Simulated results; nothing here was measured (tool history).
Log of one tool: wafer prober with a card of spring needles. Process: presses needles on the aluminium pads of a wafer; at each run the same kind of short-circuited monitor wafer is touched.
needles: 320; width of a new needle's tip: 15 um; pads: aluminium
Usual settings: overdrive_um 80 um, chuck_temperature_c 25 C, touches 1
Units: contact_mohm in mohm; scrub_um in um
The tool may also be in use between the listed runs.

{"run": 1, "hour": 0.0, "overdrive_um": 80, "chuck_temperature_c": 25, "touches": 1, "contact_mohm": 218, "scrub_um": 14.55}
{"hour": 4.3, "done": "tips cleaned on abrasive film"}
{"run": 2, "hour": 8.9, "overdrive_um": 80, "chuck_temperature_c": 25, "touches": 1, "contact_mohm": 212, "scrub_um": 14.68}
{"run": 3, "hour": 15.8, "overdrive_um": 80, "chuck_temperature_c": 25, "touches": 1, "contact_mohm": 214, "scrub_um": 14.6}
{"hour": 18.4, "done": "tips cleaned on abrasive film"}
{"run": 4, "hour": 25.0, "overdrive_um": 80, "chuck_temperature_c": 25, "touches": 1, "contact_mohm": 214, "scrub_um": 14.65}
{"hour": 32.5, "done": "tips cleaned on abrasive film"}
{"run": 5, "hour": 34.1, "overdrive_um": 80, "chuck_temperature_c": 25, "touches": 1, "contact_mohm": 215, "scrub_um": 14.54}
{"run": 6, "hour": 41.9, "overdrive_um": 80, "chuck_temperature_c": 25, "touches": 1, "contact_mohm": 211, "scrub_um": 14.62}
{"hour": 46.5, "done": "tips cleaned on abrasive film"}
{"run": 7, "hour": 49.7, "overdrive_um": 80, "chuck_temperature_c": 25, "touches": 1, "contact_mohm": 218, "scrub_um": 14.58}
{"run": 8, "hour": 55.7, "overdrive_um": 80, "chuck_temperature_c": 25, "touches": 1, "contact_mohm": 216, "scrub_um": 14.59}
{"hour": 60.3, "done": "tips cleaned on abrasive film"}
{"run": 9, "hour": 62.8, "overdrive_um": 80, "chuck_temperature_c": 25, "touches": 1, "contact_mohm": 216, "scrub_um": 14.56}
{"run": 10, "hour": 68.7, "overdrive_um": 80, "chuck_temperature_c": 25, "touches": 1, "contact_mohm": 213, "scrub_um": 14.62}
{"hour": 74.3, "done": "tips cleaned on abrasive film"}
{"run": 11, "hour": 78.1, "overdrive_um": 80, "chuck_temperature_c": 25, "touches": 1, "contact_mohm": 215, "scrub_um": 14.49}
{"run": 12, "hour": 84.4, "overdrive_um": 80, "chuck_temperature_c": 33, "touches": 1, "contact_mohm": 217, "scrub_um": 14.53}
{"hour": 88.3, "done": "tips cleaned on abrasive film"}
{"run": 13, "hour": 90.7, "overdrive_um": 80, "chuck_temperature_c": 33, "touches": 1, "contact_mohm": 215, "scrub_um": 14.5}
{"run": 14, "hour": 97.1, "overdrive_um": 80, "chuck_temperature_c": 25, "touches": 1, "contact_mohm": 217, "scrub_um": 14.58}
{"run": 15, "hour": 101.4, "overdrive_um": 80, "chuck_temperature_c": 25, "touches": 1, "contact_mohm": 213, "scrub_um": 14.6}
{"hour": 102.1, "done": "tips cleaned on abrasive film"}
{"run": 16, "hour": 106.9, "overdrive_um": 80, "chuck_temperature_c": 25, "touches": 1, "contact_mohm": 214, "scrub_um": 14.69}
{"run": 17, "hour": 114.6, "overdrive_um": 80, "chuck_temperature_c": 25, "touches": 1, "contact_mohm": 213, "scrub_um": 14.66}
{"hour": 116.3, "done": "tips cleaned on abrasive film"}
{"run": 18, "hour": 122.3, "overdrive_um": 80, "chuck_temperature_c": 25, "touches": 1, "contact_mohm": 218, "scrub_um": 14.54}
{"run": 19, "hour": 127.3, "overdrive_um": 80, "chuck_temperature_c": 47, "touches": 2, "contact_mohm": 225, "scrub_um": 14.6}
{"hour": 130.1, "done": "tips cleaned on abrasive film"}
{"run": 20, "hour": 136.2, "overdrive_um": 63, "chuck_temperature_c": 107, "touches": 1, "contact_mohm": 238, "scrub_um": 11.28}
{"run": 21, "hour": 140.1, "overdrive_um": 80, "chuck_temperature_c": 29, "touches": 1, "contact_mohm": 216, "scrub_um": 14.62}
{"hour": 144.3, "done": "tips cleaned on abrasive film"}
{"run": 22, "hour": 145.0, "overdrive_um": 75, "chuck_temperature_c": 79, "touches": 3, "contact_mohm": 230, "scrub_um": 13.66}
{"run": 23, "hour": 150.4, "overdrive_um": 70, "chuck_temperature_c": 34, "touches": 1, "contact_mohm": 215, "scrub_um": 12.86}
{"hour": 158.0, "done": "tips cleaned on abrasive film"}
{"run": 24, "hour": 158.1, "overdrive_um": 82, "chuck_temperature_c": 62, "touches": 1, "contact_mohm": 221, "scrub_um": 14.87}
{"run": 25, "hour": 163.7, "overdrive_um": 82, "chuck_temperature_c": 62, "touches": 3, "contact_mohm": 224, "scrub_um": 14.97}
{"run": 26, "hour": 169.2, "overdrive_um": 84, "chuck_temperature_c": 25, "touches": 1, "contact_mohm": 217, "scrub_um": 15.27}
{"hour": 171.6, "done": "tips cleaned on abrasive film"}
{"run": 27, "hour": 175.9, "overdrive_um": 84, "chuck_temperature_c": 25, "touches": 1, "contact_mohm": 212, "scrub_um": 15.35}
{"run": 28, "hour": 184.4, "overdrive_um": 62, "chuck_temperature_c": 35, "touches": 2, "contact_mohm": 219, "scrub_um": 11.32}
{"hour": 185.2, "done": "tips cleaned on abrasive film"}
{"run": 29, "hour": 190.1, "overdrive_um": 61, "chuck_temperature_c": 100, "touches": 2, "contact_mohm": 236, "scrub_um": 11.12}
{"run": 30, "hour": 198.5, "overdrive_um": 61, "chuck_temperature_c": 100, "touches": 2, "contact_mohm": 234, "scrub_um": 11.22}
{"hour": 199.3, "done": "tips cleaned on abrasive film"}
{"run": 31, "hour": 205.3, "overdrive_um": 61, "chuck_temperature_c": 38, "touches": 2, "contact_mohm": 219, "scrub_um": 11.14}
{"run": 32, "hour": 209.6, "overdrive_um": 74, "chuck_temperature_c": 83, "touches": 2, "contact_mohm": 229, "scrub_um": 13.45}
{"hour": 213.2, "done": "tips cleaned on abrasive film"}
{"run": 33, "hour": 219.1, "overdrive_um": 90, "chuck_temperature_c": 25, "touches": 3, "contact_mohm": 215, "scrub_um": 16.35}

Forecast each of these 5 alternatives for the next run:
{"hour": 226.8, "done": "tips cleaned on abrasive film"}
{"run": "A", "hour": 226.8, "overdrive_um": 68, "chuck_temperature_c": 25, "touches": 2, "contact_mohm": "?", "scrub_um": "?"}
{"hour": 226.8, "done": "tips cleaned on abrasive film"}
{"run": "B", "hour": 226.8, "overdrive_um": 80, "chuck_temperature_c": 25, "touches": 2, "contact_mohm": "?", "scrub_um": "?"}
{"hour": 226.8, "done": "tips cleaned on abrasive film"}
{"run": "C", "hour": 226.8, "overdrive_um": 61, "chuck_temperature_c": 25, "touches": 1, "contact_mohm": "?", "scrub_um": "?"}
{"hour": 226.8, "done": "tips cleaned on abrasive film"}
{"run": "D", "hour": 226.8, "overdrive_um": 90, "chuck_temperature_c": 25, "touches": 3, "contact_mohm": "?", "scrub_um": "?"}
{"hour": 226.8, "done": "tips cleaned on abrasive film"}
{"run": "E", "hour": 226.8, "overdrive_um": 70, "chuck_temperature_c": 52, "touches": 1, "contact_mohm": "?", "scrub_um": "?"}

run=A contact_mohm=212 scrub_um=12.32
run=B contact_mohm=218 scrub_um=14.63
run=C contact_mohm=215 scrub_um=11.09
run=D contact_mohm=213 scrub_um=16.52
run=E contact_mohm=220 scrub_um=12.79
Without the tool's hidden state the same runs would have given:
run=A contact_mohm=212 scrub_um=12.33
run=B contact_mohm=218 scrub_um=14.63
run=C contact_mohm=215 scrub_um=11.10
run=D contact_mohm=213 scrub_um=16.53
run=E contact_mohm=220 scrub_um=12.80
